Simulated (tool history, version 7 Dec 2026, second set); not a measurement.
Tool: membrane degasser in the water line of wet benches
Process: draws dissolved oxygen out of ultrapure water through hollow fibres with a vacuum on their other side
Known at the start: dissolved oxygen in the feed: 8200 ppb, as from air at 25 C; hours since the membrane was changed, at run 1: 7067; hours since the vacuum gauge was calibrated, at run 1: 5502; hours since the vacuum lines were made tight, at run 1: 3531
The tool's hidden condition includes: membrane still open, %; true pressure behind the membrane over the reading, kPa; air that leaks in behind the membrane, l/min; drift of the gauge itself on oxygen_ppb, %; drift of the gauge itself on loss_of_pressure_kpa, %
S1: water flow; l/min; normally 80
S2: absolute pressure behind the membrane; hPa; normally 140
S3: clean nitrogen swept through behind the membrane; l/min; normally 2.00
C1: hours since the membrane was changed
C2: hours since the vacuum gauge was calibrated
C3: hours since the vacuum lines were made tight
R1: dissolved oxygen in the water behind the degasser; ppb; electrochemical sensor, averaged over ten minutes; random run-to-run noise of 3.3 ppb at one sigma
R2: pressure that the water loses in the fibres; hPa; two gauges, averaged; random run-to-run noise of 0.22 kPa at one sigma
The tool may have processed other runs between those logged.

run    hour   S1   S2    S3     C1    C2    C3      R1     R2
  1     0.0   80  140  2.00   7067  5502  3531   816.0  557.2
  2   174.2   80  140  2.00   7241  5676  3705   817.8  556.6
  3   382.7   86  140  2.00   7450  5885  3913   864.8  597.5
  4   634.7   86  140  2.00   7701  6137  4165   860.2  603.4
  5   857.8   86  140  2.00   7925  6360  4388   866.0  601.9
  6  1074.6   80  140  2.00   8141  6577  4605   817.3  553.1
  7  1215.2   80  140  2.00   8282  6717  4746   817.0  558.1
  8  1394.5   80  140  2.00   8461  6896  4925   813.7  558.6
  9  1526.2   80  140  2.00   8593  7028  5057   817.1  562.3
     1549.2  -- vacuum gauge calibrated
 10  1715.3   80  140  2.00   8782   166  5245   823.1  566.2
 11  1984.6   80  173  2.00   9051   435  5515  1038.5  563.8
 12  2159.4   80  173  2.00   9226   610  5689  1031.9  565.4
 13  2353.2   80  140  1.87   9420   804  5883   856.6  567.2
 14  2564.1   80  195  2.00   9630  1015  6094  1183.7  569.5
 15  2809.3   52  140  1.46   9876  1260  6339   738.0  368.8
     2890.3  -- vacuum gauge calibrated, once more
 16  3065.1   52  101  1.46  10131   175  6595   476.5  363.4
 17  3335.6   52  101  1.46  10401   445  6865   478.2  365.8
 18  3490.6   67  139  1.46  10556   600  7020   881.1  475.8
 19  3725.7  106  327  1.46  10791   835  7255  2743.8  760.2
 20  3988.2   84  327  3.88  11054  1098  7518  1233.9  598.8
 21  4213.6   84  103  3.32  11279  1323  7743   386.3  602.0
 22  4443.9   84  103  3.32  11510  1554  7973   387.0  598.2
 23  4633.3   84  103  2.34  11699  1743  8163   507.6  602.2
 24  4872.3   80  284  5.09  11938  1982  8402   837.3  568.0
 25  5017.7   80  284  5.09  12084  2127  8547   828.2  572.9
 26  5269.8   61  284  3.65  12336  2379  8799   875.5  436.4
 27  5426.7   77  155  1.91  12493  2536  8956   908.5  551.0
 28  5579.6  107  155  1.91  12645  2689  9109  1162.2  770.5

Predict each of these 3 candidate next runs independently; none follows another, all start after run 28:
  A  5737.1  110  155  1.91  12803  2847  9267   ?   ?
  B  5737.1   49  214  1.91  12803  2847  9267   ?   ?
  C  5737.1  111  155  0.88  12803  2847  9267   ?   ?

run      R1     R2
  A  1191.1  792.9
  B   913.2  349.1
  C  1873.9  800.3
With no hidden state in the tool, these same runs would have given:
run      R1     R2
  A  1179.6  732.5
  B   908.4  322.4
  C  1866.7  739.7
